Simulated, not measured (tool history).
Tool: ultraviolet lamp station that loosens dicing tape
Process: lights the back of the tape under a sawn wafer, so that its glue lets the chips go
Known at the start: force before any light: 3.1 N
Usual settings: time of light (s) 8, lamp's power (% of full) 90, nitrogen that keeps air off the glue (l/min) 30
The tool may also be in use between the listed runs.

run  hour  time of light (s)  lamp's power (% of full)  nitrogen that keeps air off the glue (l/min)  force that peels the tape off (N)  light that reached the tape (J/m2)
  1     0                  8                        90                                            30                              0.189                                5150
  2  10.2                  8                        90                                            30                              0.177                                5220
  3  19.3                  8                        90                                            30                               0.19                                5140
  4  24.6                  8                        90                                            30                              0.175                                5140
  5  35.6                  8                        90                                            30                              0.194                                5070
     36.8  -- window cleaned of glue's vapour
  6  44.8                  8                        90                                            30                              0.194                                4990
  7    54                  8                        90                                            30                              0.195                                4920
  8  61.6                  5                        90                                            11                              0.744                                3060
     70.9  -- window cleaned of glue's vapour, once more
  9  70.9                 10                        90                                            21                              0.149                                6670
 10  75.9                 11                        61                                            12                              0.301                                4950
 11  84.4                  5                        81                                            30                              0.478                                2990
 12  92.3                  5                        81                                            30                              0.466                                2960

The same runs without the tool's hidden state, with the same run-to-run variation:
The hidden state here: lamp's light, % of a new lamp's; light that the window lets through, % of a clean one's; drift of the gauge itself on peel_n, %; drift of the gauge itself on dose_mj_cm2, %.
run  force that peels the tape off (N)  light that reached the tape (J/m2)
  1                              0.165                                5660
  2                              0.152                                5750
  3                              0.164                                5680
  4                              0.148                                5680
  5                              0.166                                5620
  6                              0.158                                5700
  7                              0.157                                5640
  8                               0.61                                3520
  9                              0.138                                7110
 10                              0.268                                5290
 11                              0.426                                3200
 12                              0.415                                3180
